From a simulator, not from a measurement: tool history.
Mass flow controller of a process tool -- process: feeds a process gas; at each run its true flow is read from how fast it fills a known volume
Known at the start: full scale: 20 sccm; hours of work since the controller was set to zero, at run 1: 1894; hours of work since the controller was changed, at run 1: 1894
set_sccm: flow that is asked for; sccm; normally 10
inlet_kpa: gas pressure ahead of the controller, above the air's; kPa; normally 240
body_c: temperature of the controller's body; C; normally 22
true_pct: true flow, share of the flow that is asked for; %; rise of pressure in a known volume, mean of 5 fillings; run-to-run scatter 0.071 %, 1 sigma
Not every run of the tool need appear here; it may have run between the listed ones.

run,day,set_sccm,inlet_kpa,body_c,hours of work since the controller was set to zero,hours of work since the controller was changed,true_pct
1,0,10,240,22,1894,1894,98.51
2,14.892,10,240,24,2051,2051,98.19
3,29.829,10,240,24,2209,2209,98.1
4,47.362,10,240,24,2394,2394,97.91
5,57.075,10,240,24,2496,2496,97.93
6,72.183,10,240,22,2656,2656,98.03
7,87.342,10,240,22,2816,2816,97.86
8,98.025,3,240,22,2929,2929,94.31
9,112.029,3,240,22,3076,3076,94.04
10,127.575,10,240,21,3241,3241,97.69
11,145.558,10,240,21,3430,3430,97.68
12,156.483,3,240,22,3546,3546,93.28
13,168.725,10,240,33,3675,3675,96.1
14,182.675,10,240,33,3822,3822,96.08
15,195.567,10,240,33,3958,3958,95.91
16,214.312,2,147,21,4156,4156,88.83
17,231.562,2,147,21,4338,4338,88.41
18,250.529,13,174,21,4539,4539,97.22
19,269.5,4,168,29,4739,4739,92.05
20,285.908,4,209,28,4912,4912,92.15
21,301.812,10,240,21,5080,5080,96.45
22,313.838,10,240,21,5207,5207,96.41

Forecast run 23:
23,323.746,2,247,27,5312,5312,?

{"run 23": {"true_pct": 85.75}}
Had the tool carried no hidden state, the very same run would have given true_pct 98.92 %.
